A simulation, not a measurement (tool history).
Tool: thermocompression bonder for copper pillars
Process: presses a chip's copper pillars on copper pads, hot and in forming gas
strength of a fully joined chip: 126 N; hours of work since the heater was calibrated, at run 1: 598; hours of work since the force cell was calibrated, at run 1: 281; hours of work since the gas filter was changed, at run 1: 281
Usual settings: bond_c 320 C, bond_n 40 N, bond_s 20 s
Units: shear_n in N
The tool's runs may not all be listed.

run     day  bond_c  bond_n  bond_s  hours of work since the heater was calibrated  hours of work since the force cell was calibrated  hours of work since the gas filter was changed  shear_n
  1   0.000     320      40      20                                            598                                                281                                             281     51.1
  2   1.654     320      40      20                                            623                                                305                                             305     49.4
  3   4.333     320      40      20                                            662                                                344                                             344     50.4
      7.029  -- forming gas filter changed
  4   7.258     320      40      20                                            705                                                387                                               3     54.5
  5   9.654     332      40      20                                            740                                                422                                              39     61.7
  6  12.342     332      40      20                                            780                                                462                                              78     60.9
  7  15.567     320      35      20                                            827                                                509                                             126     46.2
  8  17.254     320      35      20                                            852                                                534                                             150     45.7
  9  21.004     320      51      19                                            907                                                589                                             206     61.1
 10  24.038     320      51      19                                            952                                                634                                             250     60.9
 11  27.554     320      51      19                                           1003                                                686                                             302     60.4
 12  29.779     339      30      25                                           1036                                                718                                             335     52.3
     33.242  -- forming gas filter changed
 13  33.371     339      30      25                                           1089                                                771                                               2     57.8
 14  37.125     339      30      25                                           1144                                                826                                              57     58.4
 15  40.300     320      40      60                                           1190                                                873                                             104     77.5
 16  43.625     320      40      22                                           1239                                                922                                             153     54.5

Forecast each of these 5 alternatives for the next run:
  A  45.346     335      40      20                                           1265                                                947                                             178        ?
  B  45.346     324      32      56                                           1265                                                947                                             178        ?
  C  45.346     333      40      17                                           1265                                                947                                             178        ?
  D  45.346     347      45      20                                           1265                                                947                                             178        ?
  E  45.346     292      34      51                                           1265                                                947                                             178        ?

run  shear_n
  A     62.0
  B     64.7
  C     56.4
  D     73.4
  E     46.3
Without the tool's hidden state the same runs would have given:
run  shear_n
  A     62.0
  B     64.6
  C     56.2
  D     74.2
  E     45.1

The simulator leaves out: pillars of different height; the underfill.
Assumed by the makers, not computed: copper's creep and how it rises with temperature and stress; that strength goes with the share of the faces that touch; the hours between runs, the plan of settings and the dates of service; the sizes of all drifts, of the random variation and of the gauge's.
